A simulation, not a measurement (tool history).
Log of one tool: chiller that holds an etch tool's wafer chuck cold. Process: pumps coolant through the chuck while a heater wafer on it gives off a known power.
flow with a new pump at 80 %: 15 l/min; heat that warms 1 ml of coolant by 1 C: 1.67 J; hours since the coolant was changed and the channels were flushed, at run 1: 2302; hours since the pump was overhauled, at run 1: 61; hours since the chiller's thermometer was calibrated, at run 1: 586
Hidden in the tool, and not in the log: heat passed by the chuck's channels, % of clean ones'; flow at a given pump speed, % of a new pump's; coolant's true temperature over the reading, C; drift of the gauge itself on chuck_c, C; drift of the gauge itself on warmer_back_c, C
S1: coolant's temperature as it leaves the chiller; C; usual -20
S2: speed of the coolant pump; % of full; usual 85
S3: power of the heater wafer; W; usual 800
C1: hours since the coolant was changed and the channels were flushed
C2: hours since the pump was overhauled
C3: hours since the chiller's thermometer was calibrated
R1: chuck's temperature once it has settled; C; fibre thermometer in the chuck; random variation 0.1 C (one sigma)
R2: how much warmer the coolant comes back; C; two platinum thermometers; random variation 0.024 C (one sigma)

run 1 hour=0 | S1=-20 S2=85 S3=800 | C1=2302 C2=61 C3=586 | R1=-12.6 R2=1.79
run 2 hour=79.7 | S1=-20 S2=85 S3=800 | C1=2381 C2=141 C3=666 | R1=-12.6 R2=1.75
run 3 hour=140.8 | S1=-20 S2=85 S3=800 | C1=2442 C2=202 C3=727 | R1=-12.4 R2=1.77
run 4 hour=238.8 | S1=-20 S2=85 S3=800 | C1=2540 C2=300 C3=825 | R1=-12.5 R2=1.8
run 5 hour=305.9 | S1=-20 S2=85 S3=800 | C1=2607 C2=367 C3=892 | R1=-12.4 R2=1.77
run 6 hour=352.7 | S1=-20 S2=69 S3=800 | C1=2654 C2=414 C3=939 | R1=-11.4 R2=2.23
run 7 hour=437.9 | S1=-20 S2=85 S3=539 | C1=2739 C2=499 C3=1024 | R1=-14.9 R2=1.21
run 8 hour=485.6 | S1=-20 S2=62 S3=800 | C1=2787 C2=546 C3=1072 | R1=-10.9 R2=2.48
run 9 hour=539 | S1=-20 S2=62 S3=800 | C1=2841 C2=600 C3=1125 | R1=-10.9 R2=2.51
run 10 hour=579.3 | S1=-20 S2=62 S3=800 | C1=2881 C2=640 C3=1166 | R1=-10.8 R2=2.45
run 11 hour=620.7 | S1=-20 S2=62 S3=800 | C1=2922 C2=682 C3=1207 | R1=-10.9 R2=2.46
run 12 hour=719 | S1=-20 S2=62 S3=800 | C1=3020 C2=780 C3=1305 | R1=-10.9 R2=2.47
run 13 hour=805.2 | S1=-20 S2=81 S3=800 | C1=3107 C2=866 C3=1392 | R1=-12 R2=1.84
run 14 hour=901.7 | S1=-20 S2=85 S3=800 | C1=3203 C2=963 C3=1488 | R1=-12.4 R2=1.75
run 15 hour=975.4 | S1=-20 S2=85 S3=800 | C1=3277 C2=1036 C3=1562 | R1=-12.5 R2=1.74
run 16 hour=1015 | S1=-20 S2=85 S3=800 | C1=3317 C2=1076 C3=1601 | R1=-12.3 R2=1.75
run 17 hour=1080.9 | S1=-27 S2=68 S3=477 | C1=3382 C2=1142 C3=1667 | R1=-21.8 R2=1.31

Forecast run 18:
run 18 hour=1155 | S1=-20 S2=99 S3=923 | C1=3457 C2=1216 C3=1741 | R1=? R2=?

Run 18 gave R1 -12.1 C, R2 1.66 C.
Without the tool's hidden state the same run would have given R1 -12.2 C, R2 1.74 C.
